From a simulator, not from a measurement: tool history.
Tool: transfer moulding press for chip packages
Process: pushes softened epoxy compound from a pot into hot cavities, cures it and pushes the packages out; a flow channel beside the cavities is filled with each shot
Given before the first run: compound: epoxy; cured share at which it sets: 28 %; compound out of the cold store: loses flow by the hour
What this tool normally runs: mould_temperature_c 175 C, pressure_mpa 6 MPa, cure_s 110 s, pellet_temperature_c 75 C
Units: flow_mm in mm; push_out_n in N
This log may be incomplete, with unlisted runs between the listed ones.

run   hour  mould_temperature_c  pressure_mpa  cure_s  pellet_temperature_c  incoming compound's hours out of the cold store  flow_mm  push_out_n
  1      0                  175             6     110                    75                                             11.4      886         537
  2   24.6                  175             6     110                    75                                             12.3      889         537
  3   43.6                  175             6     110                    75                                             32.2      739         521
      52.2  -- cavities cleaned with cleaning compound and waxed
  4   59.1                  175             6     114                    75                                                8      911         611
  5   83.9                  175             6     114                    75                                             19.9      816         568
  6  102.5                  175             6      98                    75                                             32.3      730         701
  7  127.4                  175             6     110                    75                                             44.9      667         580
  8  148.7                  170             6     110                    75                                             36.1      720         722
     164.9  -- cavities cleaned with cleaning compound and waxed
  9  174.4                  170             6     110                    75                                             26.4      767         507
     188.9  -- cavities cleaned with cleaning compound and waxed, once more
 10  197.4                  170             6     110                    75                                             19.5      814         495
 11  211.6                  170             6     110                    75                                             12.9      843         592
     233.1  -- plunger's sealing rings changed
 12  241.8                  175             6     121                    78                                             43.5      754         410
 13    263                  175             6     121                    78                                             10.2      969         463
 14  282.7                  178          5.55     121                    72                                              8.4      942         449
 15    294                  178          5.55     121                    72                                              9.5      931         476

Below are 5 alternative next runs, each starting from the tool's condition after run 15. Predict each:
     303.5  -- cavities cleaned with cleaning compound and waxed
  A  313.7                  181          7.48     113                    75                                             31.9        ?           ?
     303.5  -- cavities cleaned with cleaning compound and waxed
  B  313.7                  178          5.55     104                    72                                             10.2        ?           ?
     303.5  -- cavities cleaned with cleaning compound and waxed
  C  313.7                  176             6     110                    76                                             23.9        ?           ?
     303.5  -- cavities cleaned with cleaning compound and waxed
  D  313.7                  178          5.55     113                    72                                             29.2        ?           ?
     303.5  -- cavities cleaned with cleaning compound and waxed
  E  313.7                  175          5.76     110                    65                                             37.4        ?           ?

run  flow_mm  push_out_n
  A      891         311
  B      917         389
  C      874         364
  D      788         340
  E      755         388
With no hidden state in the tool, these same runs would have given:
run  flow_mm  push_out_n
  A      903         270
  B      929         340
  C      886         319
  D      799         297
  E      765         340

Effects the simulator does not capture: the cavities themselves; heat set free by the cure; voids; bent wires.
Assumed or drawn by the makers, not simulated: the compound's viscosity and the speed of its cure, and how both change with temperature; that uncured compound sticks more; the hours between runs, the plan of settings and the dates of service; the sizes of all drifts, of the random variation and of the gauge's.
